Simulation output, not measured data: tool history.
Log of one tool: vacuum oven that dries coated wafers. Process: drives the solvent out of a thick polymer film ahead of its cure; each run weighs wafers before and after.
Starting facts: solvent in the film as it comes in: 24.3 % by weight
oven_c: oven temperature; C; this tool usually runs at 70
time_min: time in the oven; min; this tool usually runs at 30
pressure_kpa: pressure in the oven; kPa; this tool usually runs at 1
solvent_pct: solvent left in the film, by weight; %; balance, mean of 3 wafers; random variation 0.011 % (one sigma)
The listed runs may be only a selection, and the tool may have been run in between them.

run	hour	oven_c	time_min	pressure_kpa	solvent_pct
1	0	70	30	1	1.43
2	32.8	70	30	1	1.42
3	58.7	70	30	3.07	2.31
4	78.2	70	30	3.07	2.29
5	113.1	70	29	1	1.51
6	144.3	70	29	1	1.52
7	165.5	70	29	1	1.51
8	204.7	70	29	1	1.52
# hour 219.9: oven's thermocouples calibrated
9	245.3	70	29	1	1.77
10	269	70	29	1	1.78
11	305.9	70	29	1	1.76
12	338.5	70	29	1	1.76
13	380	70	29	1	1.76
14	417.7	70	29	1	1.75
15	461.4	70	29	1	1.74
16	496	70	29	1	1.75
17	538.3	70	29	1	1.74
18	566	70	29	1	1.73
19	600.5	70	29	1	1.76
20	640	70	29	1	1.73
21	661	70	29	1	1.74
22	692.7	70	29	1	1.76
23	731.8	70	39	1	0.98
24	779.2	76	39	1	0.5
25	818.5	76	39	1	0.46
26	842.4	69	30	2.65	2.59
27	877.9	63	40	0.98	2.28
28	924.2	70	40	0.85	0.85
29	943.6	77	30	1	0.64
30	963.1	77	30	1	0.63
31	991.2	70	16	0.72	4.61
32	1012.6	72	51	1.23	0.65
33	1054.9	59	30	1	5.31
34	1079.1	59	30	1	5.32
35	1112	59	30	1	5.31
36	1144.6	59	30	1	5.31
37	1165	59	30	1	5.29
38	1211.5	59	30	1	5.28
39	1238.4	81	51	3.33	0.99
40	1264.3	71	51	0.64	0.42
41	1299.1	70	30	0.95	1.56
42	1320.8	75	35	1.38	0.75
43	1367.8	75	39	1.38	0.64
44	1413	58	42	0.72	3.46
45	1443.7	65	42	0.72	1.45
46	1465.3	60	24	0.72	6.17
47	1508.2	67	16	2.25	6.39
48	1540.8	67	16	2.25	6.4

Branching from run 48: 3 alternative next runs. What would each branch give?
A	1585.3	75	27	1	?
B	1585.3	67	16	2.46	?
C	1585.3	63	30	2.27	?

run	solvent_pct
A	1.01
B	6.47
C	4.28
With the hidden condition removed and each run's random variation left untouched, the same runs would have given:
run	solvent_pct
A	1.03
B	6.6
C	4.37
